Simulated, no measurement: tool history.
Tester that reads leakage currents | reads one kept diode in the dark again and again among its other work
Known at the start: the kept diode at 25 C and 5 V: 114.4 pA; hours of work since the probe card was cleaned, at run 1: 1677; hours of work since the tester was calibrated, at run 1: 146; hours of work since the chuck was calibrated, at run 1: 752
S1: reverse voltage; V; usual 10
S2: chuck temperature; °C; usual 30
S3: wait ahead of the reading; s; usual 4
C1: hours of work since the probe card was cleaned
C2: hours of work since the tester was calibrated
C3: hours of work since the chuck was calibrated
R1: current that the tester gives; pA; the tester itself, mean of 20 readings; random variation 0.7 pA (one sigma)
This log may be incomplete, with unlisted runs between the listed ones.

run 1 hour=0 | S1=10 S2=30 S3=4 | C1=1677 C2=146 C3=752 | R1=233.69
run 2 hour=86.1 | S1=10 S2=37 S3=4 | C1=1719 C2=188 C3=794 | R1=400.25
run 3 hour=165.2 | S1=1 S2=30 S3=4 | C1=1757 C2=226 C3=833 | R1=81.91
run 4 hour=221.2 | S1=10 S2=30 S3=4 | C1=1784 C2=254 C3=860 | R1=233.5
run 5 hour=272.5 | S1=10 S2=30 S3=4 | C1=1809 C2=279 C3=885 | R1=234.22
run 6 hour=327.7 | S1=10 S2=30 S3=4 | C1=1836 C2=305 C3=912 | R1=234.38
run 7 hour=389.2 | S1=10 S2=30 S3=4 | C1=1866 C2=335 C3=941 | R1=233.76
run 8 hour=460 | S1=10 S2=30 S3=4 | C1=1900 C2=370 C3=976 | R1=234.08
run 9 hour=511.1 | S1=10 S2=30 S3=4 | C1=1925 C2=394 C3=1001 | R1=234.24
run 10 hour=589.1 | S1=10 S2=30 S3=4 | C1=1963 C2=432 C3=1038 | R1=233.51
run 11 hour=657.6 | S1=10 S2=30 S3=4 | C1=1996 C2=466 C3=1072 | R1=233.62
run 12 hour=729.5 | S1=10 S2=30 S3=4 | C1=2031 C2=501 C3=1107 | R1=233.31
run 13 hour=777.5 | S1=8.1 S2=23 S3=4 | C1=2054 C2=524 C3=1130 | R1=121.96
run 14 hour=818.8 | S1=4.7 S2=39 S3=0.33 | C1=2075 C2=544 C3=1150 | R1=330.38
run 15 hour=871.8 | S1=4.7 S2=39 S3=0.33 | C1=2100 C2=570 C3=1176 | R1=330.49
run 16 hour=959.1 | S1=4.7 S2=39 S3=0.33 | C1=2143 C2=612 C3=1218 | R1=329.33
run 17 hour=996.3 | S1=16.5 S2=34 S3=0.33 | C1=2161 C2=630 C3=1236 | R1=406.97
run 18 hour=1046.9 | S1=10 S2=30 S3=8.05 | C1=2185 C2=655 C3=1261 | R1=233.27
run 19 hour=1104.5 | S1=10 S2=30 S3=0.79 | C1=2213 C2=683 C3=1289 | R1=237.47
run 20 hour=1171.4 | S1=12.7 S2=30 S3=2.07 | C1=2246 C2=715 C3=1321 | R1=261.41
run 21 hour=1243.9 | S1=10 S2=59 S3=7.1 | C1=2281 C2=750 C3=1356 | R1=1845.37
run 22 hour=1292.7 | S1=10 S2=59 S3=7.1 | C1=2305 C2=774 C3=1380 | R1=1850
run 23 hour=1368.9 | S1=2.8 S2=30 S3=5.49 | C1=2342 C2=811 C3=1417 | R1=131.09
run 24 hour=1439.9 | S1=2.8 S2=30 S3=0.81 | C1=2376 C2=846 C3=1452 | R1=130.89

Below are 5 alternative next runs, each starting from the tool's condition after run 24. Predict each:
run A hour=1499.3 | S1=9.2 S2=41 S3=0.81 | C1=2405 C2=874 C3=1480 | R1=?
run B hour=1499.3 | S1=10 S2=30 S3=0.49 | C1=2405 C2=874 C3=1480 | R1=?
run C hour=1499.3 | S1=2.9 S2=29 S3=0.66 | C1=2405 C2=874 C3=1480 | R1=?
run D hour=1499.3 | S1=10 S2=43 S3=1.74 | C1=2405 C2=874 C3=1480 | R1=?
run E hour=1499.3 | S1=2.7 S2=32 S3=4 | C1=2405 C2=874 C3=1480 | R1=?

run=A R1=517.58
run=B R1=236.25
run=C R1=124.05
run=D R1=616.45
run=E R1=150.47
With the hidden condition removed and each run's random variation left untouched, the same runs would have given:
run=A R1=517.2
run=B R1=236.02
run=C R1=123.94
run=D R1=616.01
run=E R1=150.35

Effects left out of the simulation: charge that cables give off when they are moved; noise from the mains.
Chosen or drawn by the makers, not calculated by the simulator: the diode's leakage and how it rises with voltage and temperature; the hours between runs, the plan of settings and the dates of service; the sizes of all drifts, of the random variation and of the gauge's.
